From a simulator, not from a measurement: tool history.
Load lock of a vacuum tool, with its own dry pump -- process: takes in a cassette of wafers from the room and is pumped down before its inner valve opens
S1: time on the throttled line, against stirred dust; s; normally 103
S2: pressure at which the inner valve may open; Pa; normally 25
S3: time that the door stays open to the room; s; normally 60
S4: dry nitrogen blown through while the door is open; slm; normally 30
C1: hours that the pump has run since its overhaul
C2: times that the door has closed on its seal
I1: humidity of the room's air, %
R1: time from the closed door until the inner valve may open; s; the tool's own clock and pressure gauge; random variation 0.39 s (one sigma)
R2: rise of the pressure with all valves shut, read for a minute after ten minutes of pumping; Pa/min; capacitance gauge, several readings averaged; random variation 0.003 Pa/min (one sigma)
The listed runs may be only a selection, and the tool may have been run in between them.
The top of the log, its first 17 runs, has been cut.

run	day	S1	S2	S3	S4	C1	C2	I1	R1	R2
18	230.75	103	25	40	30	4977	5006	43.1	134.1	0.057
19	246.692	103	29	29	9	5360	6305	45.4	133.8	0.085
20	262.979	182	50	145	33	5751	7632	45.4	202.1	0.107
21	279.796	53	35	86	38	6154	9002	41	88.3	0.112
22	294.062	115	42	96	30	6497	10165	45.4	143.2	0.14
23	303.512	103	25	156	33	6723	10935	42.9	134.5	0.155
24	313.738	108	25	227	15	6969	11768	43.2	139.6	0.198
25	330.058	56	25	139	32	7360	13098	46.7	92.8	0.185
26	348.688	185	25	139	4	7808	14616	44.4	208	0.252
27	360.5	185	25	139	4	8091	15579	42.8	207.7	0.268
28	379.05	184	36	87	4	8536	17090	44.1	206.4	0.28
29	397.258	153	26	106	6	8973	18574	46.2	180.1	0.322
30	411.858	103	25	77	36	9324	19764	43.1	135.5	0.293
31	432.871	148	19	198	7	9828	21476	43.8	176.9	0.4
32	451.488	103	24	206	4	10275	22993	47.7	136.4	0.463
# day 465.433: door's seal changed, seat wiped
33	469.054	103	24	206	4	10695	295	46.9	135.7	0.114

Alternative continuations, all from the tool just after run 33; predict every row:
A	488.942	103	25	88	8	11172	1916	41.3	?	?
B	488.942	103	20	67	25	11172	1916	46	?	?
C	488.942	103	24	161	4	11172	1916	47.2	?	?
D	488.942	103	29	60	30	11172	1916	43.9	?	?

run	R1	R2
A	135.6	0.074
B	137.1	0.049
C	136.5	0.111
D	134.9	0.044
Without the tool's hidden state the same runs would have given:
run	R1	R2
A	133.6	0.065
B	135	0.039
C	134.5	0.101
D	132.9	0.034
